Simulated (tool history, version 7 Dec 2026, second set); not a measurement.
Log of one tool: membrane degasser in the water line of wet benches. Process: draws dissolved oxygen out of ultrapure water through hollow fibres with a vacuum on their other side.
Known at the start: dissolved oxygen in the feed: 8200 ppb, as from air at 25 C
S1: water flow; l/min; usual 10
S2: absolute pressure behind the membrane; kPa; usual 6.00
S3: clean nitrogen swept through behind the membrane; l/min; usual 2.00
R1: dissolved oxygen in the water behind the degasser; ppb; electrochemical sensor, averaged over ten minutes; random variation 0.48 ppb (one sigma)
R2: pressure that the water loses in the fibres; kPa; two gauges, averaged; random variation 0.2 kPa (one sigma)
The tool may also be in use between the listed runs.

run 1 day=0.000 | S1=10 S2=6.00 S3=2.00 | R1=39.6 R2=46.31
run 2 day=3.529 | S1=10 S2=6.00 S3=2.00 | R1=40.5 R2=46.04
run 3 day=8.504 | S1=10 S2=6.00 S3=2.00 | R1=40.3 R2=46.25
run 4 day=11.538 | S1=10 S2=6.00 S3=2.07 | R1=38.7 R2=46.26
run 5 day=17.475 | S1=10 S2=6.00 S3=2.00 | R1=39.5 R2=46.08
run 6 day=20.929 | S1=10 S2=6.00 S3=2.00 | R1=39.2 R2=46.56
run 7 day=23.817 | S1=10 S2=7.62 S3=2.00 | R1=59.7 R2=46.43
run 8 day=26.542 | S1=10 S2=7.62 S3=2.00 | R1=58.7 R2=46.29
run 9 day=31.812 | S1=10 S2=7.62 S3=2.00 | R1=59.8 R2=46.12
-- day=36.954 seals of the vacuum lines changed
run 10 day=37.696 | S1=10 S2=7.62 S3=2.00 | R1=57.5 R2=46.48
run 11 day=41.971 | S1=10 S2=7.62 S3=2.00 | R1=59.0 R2=46.93
run 12 day=44.646 | S1=7 S2=7.62 S3=2.00 | R1=38.3 R2=32.64
run 13 day=50.258 | S1=7 S2=7.62 S3=2.00 | R1=39.0 R2=32.45
run 14 day=54.471 | S1=7 S2=7.62 S3=3.75 | R1=22.0 R2=32.17
run 15 day=60.000 | S1=10 S2=6.00 S3=2.00 | R1=40.1 R2=46.20
run 16 day=63.638 | S1=10 S2=6.00 S3=2.00 | R1=38.9 R2=46.67
run 17 day=69.546 | S1=10 S2=6.72 S3=0.82 | R1=105.8 R2=46.86

Run 18 comes next. What will it give?
run 18 day=75.554 | S1=10 S2=6.72 S3=0.82 | R1=? R2=?

R1: 106.1 ppb
R2: 46.51 kPa
Without the tool's hidden state the same run would have given R1 102.9 ppb, R2 45.07 kPa.

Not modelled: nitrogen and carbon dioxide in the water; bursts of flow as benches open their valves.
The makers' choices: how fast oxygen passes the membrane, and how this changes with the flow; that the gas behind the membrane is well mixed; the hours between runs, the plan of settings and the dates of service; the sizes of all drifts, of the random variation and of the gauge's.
